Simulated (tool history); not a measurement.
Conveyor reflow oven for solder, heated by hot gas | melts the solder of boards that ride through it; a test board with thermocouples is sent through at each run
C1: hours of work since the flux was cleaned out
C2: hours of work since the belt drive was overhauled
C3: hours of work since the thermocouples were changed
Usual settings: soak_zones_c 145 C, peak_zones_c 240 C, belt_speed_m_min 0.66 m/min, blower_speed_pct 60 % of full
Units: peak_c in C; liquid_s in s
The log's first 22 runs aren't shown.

{"run": 23, "hour": 300.0, "soak_zones_c": 135, "peak_zones_c": 237, "belt_speed_m_min": 0.534, "blower_speed_pct": 52, "C1": 53, "C2": 148, "C3": 242, "peak_c": 217.3, "liquid_s": 57.8}
{"run": 24, "hour": 312.0, "soak_zones_c": 135, "peak_zones_c": 237, "belt_speed_m_min": 0.534, "blower_speed_pct": 52, "C1": 58, "C2": 153, "C3": 247, "peak_c": 217.2, "liquid_s": 57.8}
{"run": 25, "hour": 329.6, "soak_zones_c": 137, "peak_zones_c": 237, "belt_speed_m_min": 0.724, "blower_speed_pct": 73, "C1": 65, "C2": 160, "C3": 255, "peak_c": 214.4, "liquid_s": 40.8}
{"run": 26, "hour": 340.1, "soak_zones_c": 137, "peak_zones_c": 251, "belt_speed_m_min": 0.63, "blower_speed_pct": 66, "C1": 70, "C2": 165, "C3": 259, "peak_c": 229.2, "liquid_s": 56.3}
{"run": 27, "hour": 357.6, "soak_zones_c": 145, "peak_zones_c": 235, "belt_speed_m_min": 0.635, "blower_speed_pct": 60, "C1": 77, "C2": 172, "C3": 267, "peak_c": 214.5, "liquid_s": 49.7}
{"run": 28, "hour": 369.9, "soak_zones_c": 145, "peak_zones_c": 235, "belt_speed_m_min": 0.635, "blower_speed_pct": 60, "C1": 82, "C2": 177, "C3": 272, "peak_c": 214.6, "liquid_s": 49.3}
{"run": 29, "hour": 382.7, "soak_zones_c": 145, "peak_zones_c": 240, "belt_speed_m_min": 0.628, "blower_speed_pct": 60, "C1": 88, "C2": 183, "C3": 277, "peak_c": 219.2, "liquid_s": 53.1}
{"run": 30, "hour": 397.6, "soak_zones_c": 145, "peak_zones_c": 249, "belt_speed_m_min": 0.628, "blower_speed_pct": 87, "C1": 94, "C2": 189, "C3": 283, "peak_c": 234.7, "liquid_s": 61.6}
{"run": 31, "hour": 414.8, "soak_zones_c": 134, "peak_zones_c": 247, "belt_speed_m_min": 0.605, "blower_speed_pct": 87, "C1": 101, "C2": 196, "C3": 291, "peak_c": 232.5, "liquid_s": 60.2}

Forecast each of these 3 alternatives for the next run:
{"run": "A", "hour": 431.1, "soak_zones_c": 140, "peak_zones_c": 235, "belt_speed_m_min": 0.588, "blower_speed_pct": 87, "C1": 108, "C2": 203, "C3": 298, "peak_c": "?", "liquid_s": "?"}
{"run": "B", "hour": 431.1, "soak_zones_c": 143, "peak_zones_c": 247, "belt_speed_m_min": 0.605, "blower_speed_pct": 77, "C1": 108, "C2": 203, "C3": 298, "peak_c": "?", "liquid_s": "?"}
{"run": "C", "hour": 431.1, "soak_zones_c": 134, "peak_zones_c": 234, "belt_speed_m_min": 0.577, "blower_speed_pct": 74, "C1": 108, "C2": 203, "C3": 298, "peak_c": "?", "liquid_s": "?"}

run=A peak_c=223 liquid_s=58.8
run=B peak_c=230.9 liquid_s=61.7
run=C peak_c=218.7 liquid_s=55.2
Without the tool's hidden state the same runs would have given:
run=A peak_c=224.1 liquid_s=59.3
run=B peak_c=232.1 liquid_s=61.9
run=C peak_c=219.9 liquid_s=55.8
